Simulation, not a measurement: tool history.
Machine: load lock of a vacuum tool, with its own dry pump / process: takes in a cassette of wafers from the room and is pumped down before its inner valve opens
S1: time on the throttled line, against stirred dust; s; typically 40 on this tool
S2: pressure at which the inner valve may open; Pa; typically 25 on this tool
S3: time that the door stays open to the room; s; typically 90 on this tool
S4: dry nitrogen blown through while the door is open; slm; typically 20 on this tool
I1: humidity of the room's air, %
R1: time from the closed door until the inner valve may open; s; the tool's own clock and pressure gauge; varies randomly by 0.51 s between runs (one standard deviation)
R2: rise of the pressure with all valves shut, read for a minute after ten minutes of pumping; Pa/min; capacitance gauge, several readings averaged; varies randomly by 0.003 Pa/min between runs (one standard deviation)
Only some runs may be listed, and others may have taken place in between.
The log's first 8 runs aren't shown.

{"run": 9, "hour": 1026.5, "S1": 40, "S2": 25, "S3": 90, "S4": 20, "I1": 47.3, "R1": 69.5, "R2": 0.048}
{"run": 10, "hour": 1136.0, "S1": 40, "S2": 25, "S3": 90, "S4": 20, "I1": 42.6, "R1": 68.9, "R2": 0.05}
{"run": 11, "hour": 1262.2, "S1": 40, "S2": 25, "S3": 90, "S4": 20, "I1": 46.5, "R1": 69.7, "R2": 0.052}
{"run": 12, "hour": 1441.4, "S1": 40, "S2": 25, "S3": 90, "S4": 32, "I1": 45.9, "R1": 69.3, "R2": 0.039}
{"run": 13, "hour": 1606.3, "S1": 50, "S2": 25, "S3": 90, "S4": 32, "I1": 45.7, "R1": 76.0, "R2": 0.044}
{"run": 14, "hour": 1687.7, "S1": 30, "S2": 25, "S3": 90, "S4": 20, "I1": 48.6, "R1": 61.8, "R2": 0.052}
{"run": 15, "hour": 1787.5, "S1": 40, "S2": 25, "S3": 90, "S4": 8, "I1": 43.9, "R1": 69.1, "R2": 0.062}
{"run": 16, "hour": 1958.4, "S1": 40, "S2": 25, "S3": 90, "S4": 8, "I1": 48.4, "R1": 69.3, "R2": 0.067}
{"run": 17, "hour": 2040.0, "S1": 40, "S2": 25, "S3": 90, "S4": 8, "I1": 47.7, "R1": 68.2, "R2": 0.067}
{"run": 18, "hour": 2209.8, "S1": 26, "S2": 28, "S3": 30, "S4": 8, "I1": 41.3, "R1": 58.0, "R2": 0.04}
{"run": 19, "hour": 2293.1, "S1": 40, "S2": 25, "S3": 108, "S4": 35, "I1": 46.5, "R1": 69.3, "R2": 0.041}
{"run": 20, "hour": 2430.3, "S1": 40, "S2": 25, "S3": 108, "S4": 35, "I1": 43.2, "R1": 69.4, "R2": 0.041}
{"run": 21, "hour": 2605.9, "S1": 40, "S2": 25, "S3": 108, "S4": 35, "I1": 40.2, "R1": 69.1, "R2": 0.033}
{"run": 22, "hour": 2771.0, "S1": 40, "S2": 23, "S3": 234, "S4": 35, "I1": 44.9, "R1": 69.0, "R2": 0.052}
{"run": 23, "hour": 2888.4, "S1": 40, "S2": 23, "S3": 234, "S4": 35, "I1": 44.8, "R1": 68.9, "R2": 0.055}
{"run": 24, "hour": 3057.1, "S1": 40, "S2": 25, "S3": 40, "S4": 5, "I1": 43.5, "R1": 69.3, "R2": 0.051}
{"run": 25, "hour": 3235.8, "S1": 40, "S2": 25, "S3": 40, "S4": 5, "I1": 44.6, "R1": 68.5, "R2": 0.051}
{"run": 26, "hour": 3425.4, "S1": 40, "S2": 25, "S3": 228, "S4": 20, "I1": 48.7, "R1": 68.7, "R2": 0.073}
{"run": 27, "hour": 3601.0, "S1": 40, "S2": 32, "S3": 90, "S4": 38, "I1": 44.0, "R1": 68.1, "R2": 0.039}
{"run": 28, "hour": 3696.1, "S1": 59, "S2": 27, "S3": 36, "S4": 16, "I1": 43.4, "R1": 82.1, "R2": 0.039}
{"hour": 3758.9, "done": "dry pump taken out, an overhauled one fitted"}
{"run": 29, "hour": 3800.5, "S1": 57, "S2": 39, "S3": 54, "S4": 4, "I1": 44.7, "R1": 79.8, "R2": 0.058}
{"run": 30, "hour": 3897.7, "S1": 57, "S2": 39, "S3": 54, "S4": 4, "I1": 49.1, "R1": 80.4, "R2": 0.053}
{"run": 31, "hour": 4050.2, "S1": 25, "S2": 19, "S3": 118, "S4": 11, "I1": 43.7, "R1": 59.7, "R2": 0.064}
{"run": 32, "hour": 4150.5, "S1": 25, "S2": 19, "S3": 118, "S4": 11, "I1": 46.5, "R1": 59.9, "R2": 0.066}
{"run": 33, "hour": 4326.1, "S1": 68, "S2": 25, "S3": 90, "S4": 37, "I1": 44.9, "R1": 88.6, "R2": 0.044}

What if the next run were any one of these 3? Each begins from the tool's condition after run 33:
{"run": "A", "hour": 4448.5, "S1": 40, "S2": 25, "S3": 107, "S4": 37, "I1": 47.5, "R1": "?", "R2": "?"}
{"run": "B", "hour": 4448.5, "S1": 40, "S2": 33, "S3": 239, "S4": 6, "I1": 44.2, "R1": "?", "R2": "?"}
{"run": "C", "hour": 4448.5, "S1": 27, "S2": 25, "S3": 35, "S4": 20, "I1": 43.5, "R1": "?", "R2": "?"}

run=A R1=68.7 R2=0.044
run=B R1=67.3 R2=0.086
run=C R1=60.2 R2=0.038
The same runs, with their run-to-run variation unchanged, on a tool lacking any hidden condition would have given:
run=A R1=68.7 R2=0.044
run=B R1=67.3 R2=0.086
run=C R1=60.2 R2=0.038
